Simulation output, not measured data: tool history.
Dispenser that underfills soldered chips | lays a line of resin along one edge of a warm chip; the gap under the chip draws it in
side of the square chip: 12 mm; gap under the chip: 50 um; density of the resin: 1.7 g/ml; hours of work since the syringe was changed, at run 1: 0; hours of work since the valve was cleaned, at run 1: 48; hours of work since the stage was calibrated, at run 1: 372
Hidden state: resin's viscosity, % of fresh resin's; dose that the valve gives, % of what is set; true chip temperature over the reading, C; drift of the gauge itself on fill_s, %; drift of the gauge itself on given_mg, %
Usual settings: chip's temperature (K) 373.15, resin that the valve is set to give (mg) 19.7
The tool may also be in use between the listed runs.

| run | day | chip's temperature (K) | resin that the valve is set to give (mg) | hours of work since the syringe was changed | hours of work since the valve was cleaned | hours of work since the stage was calibrated | time until the resin shows at the far edge (s) | resin that the valve gave (mg) |
|---|---|---|---|---|---|---|---|---|
| 1 | 0.000 | 373.15 | 19.7 | 0 | 48 | 372 | 203.9 | 19.19 |
|  | 0.388 | new syringe of resin |
| 2 | 0.567 | 373.15 | 19.7 | 3 | 57 | 380 | 224.7 | 19.17 |
|  | 0.792 | new syringe of resin |
| 3 | 0.921 | 372.15 | 19.7 | 2 | 62 | 386 | 226.5 | 19.05 |
|  | 1.179 | new syringe of resin |
| 4 | 1.371 | 372.15 | 19.7 | 3 | 69 | 392 | 239.2 | 19.01 |
|  | 1.571 | new syringe of resin |
| 5 | 1.912 | 371.15 | 19.7 | 5 | 77 | 400 | 269.3 | 18.83 |
|  | 1.979 | new syringe of resin |
| 6 | 2.271 | 371.15 | 19.7 | 5 | 83 | 406 | 252.4 | 18.98 |
|  | 2.412 | new syringe of resin |
|  | 2.817 | new syringe of resin |
| 7 | 2.892 | 371.15 | 19.7 | 1 | 92 | 415 | 229.3 | 18.78 |
|  | 3.242 | new syringe of resin |
| 8 | 3.242 | 373.15 | 16.8 | 0 | 97 | 420 | 207.8 | 15.83 |
| 9 | 3.567 | 373.15 | 19.7 | 5 | 102 | 425 | 247.8 | 18.65 |
|  | 3.679 | new syringe of resin |
|  | 4.071 | new syringe of resin |
| 10 | 4.162 | 373.15 | 19.7 | 1 | 111 | 434 | 217.8 | 18.62 |
|  | 4.475 | new syringe of resin |
| 11 | 4.475 | 373.15 | 19.7 | 0 | 115 | 439 | 209.9 | 18.55 |
|  | 4.879 | new syringe of resin |
| 12 | 4.979 | 373.15 | 19.7 | 2 | 123 | 446 | 217.4 | 18.46 |
|  | 5.071 | dispensing valve cleaned and set on the balance |
|  | 5.321 | new syringe of resin |
| 13 | 5.446 | 373.15 | 19.7 | 2 | 6 | 453 | 217.1 | 19.63 |
|  | 5.733 | new syringe of resin |
| 14 | 6.054 | 373.15 | 19.7 | 5 | 15 | 462 | 252.6 | 19.54 |
|  | 6.158 | new syringe of resin |
| 15 | 6.350 | 373.15 | 19.7 | 3 | 19 | 466 | 233.0 | 19.45 |
|  | 6.588 | new syringe of resin |
| 16 | 6.875 | 368.15 | 19.7 | 4 | 27 | 474 | 281.7 | 19.35 |
|  | 6.992 | new syringe of resin |
| 17 | 7.342 | 368.15 | 19.7 | 5 | 34 | 481 | 295.0 | 19.25 |
|  | 7.388 | new syringe of resin |
| 18 | 7.642 | 373.15 | 17.0 | 4 | 39 | 486 | 239.5 | 16.68 |
|  | 7.808 | new syringe of resin |
| 19 | 7.979 | 383.15 | 19.7 | 3 | 44 | 491 | 170.7 | 19.11 |
|  | 8.200 | new syringe of resin |
| 20 | 8.438 | 361.15 | 18.2 | 4 | 50 | 497 | 338.1 | 17.54 |
|  | 8.596 | new syringe of resin |
| 21 | 8.742 | 371.15 | 19.5 | 2 | 55 | 502 | 241.8 | 18.98 |
|  | 8.996 | new syringe of resin |
| 22 | 9.183 | 371.15 | 19.5 | 3 | 62 | 509 | 251.2 | 18.89 |
|  | 9.396 | new syringe of resin |
| 23 | 9.462 | 371.15 | 19.5 | 1 | 66 | 513 | 229.5 | 18.91 |
| 24 | 9.762 | 371.15 | 19.5 | 6 | 70 | 517 | 280.4 | 18.98 |
|  | 9.825 | new syringe of resin |
| 25 | 10.050 | 371.15 | 19.5 | 3 | 75 | 522 | 254.3 | 18.70 |
|  | 10.258 | new syringe of resin |
| 26 | 10.308 | 361.15 | 19.5 | 1 | 78 | 525 | 311.9 | 18.66 |
|  | 10.658 | new syringe of resin |
| 27 | 10.767 | 385.15 | 21.5 | 2 | 85 | 532 | 161.5 | 20.52 |
|  | 11.088 | new syringe of resin |
| 28 | 11.208 | 385.15 | 21.5 | 2 | 92 | 539 | 157.4 | 20.28 |
|  | 11.512 | new syringe of resin |
| 29 | 11.512 | 385.15 | 21.5 | 0 | 96 | 543 | 146.8 | 20.44 |
| 30 | 11.842 | 385.15 | 23.9 | 5 | 101 | 548 | 180.8 | 22.67 |

Some steps in time until the resin shows at the far edge (s) between neighbouring runs. How much of each would the tool show without its hidden state too (settings, what came in, random variation), and how much is left for the hidden state, with any gauge scatter that isn't in both results?
Run 8 -> 9: resin that the valve is set to give (mg) 16.8 -> 19.7. time until the resin shows at the far edge (s) +40.0: hidden state +43.8, all else -3.8.
Run 19 -> 20: chip's temperature (K) 383.15 -> 361.15, resin that the valve is set to give (mg) 19.7 -> 18.2, new syringe of resin. time until the resin shows at the far edge (s) +167.4: hidden state +38.9, all else +128.5.
Run 20 -> 21: chip's temperature (K) 361.15 -> 371.15, resin that the valve is set to give (mg) 18.2 -> 19.5, new syringe of resin. time until the resin shows at the far edge (s) -96.3: hidden state -26.6, all else -69.7.
Run 23 -> 24: no setting changed, nothing entered. time until the resin shows at the far edge (s) +50.9: hidden state +48.5, all else +2.4.
Run 26 -> 27: chip's temperature (K) 361.15 -> 385.15, resin that the valve is set to give (mg) 19.5 -> 21.5, new syringe of resin. time until the resin shows at the far edge (s) -150.4: hidden state -14.2, all else -136.2.
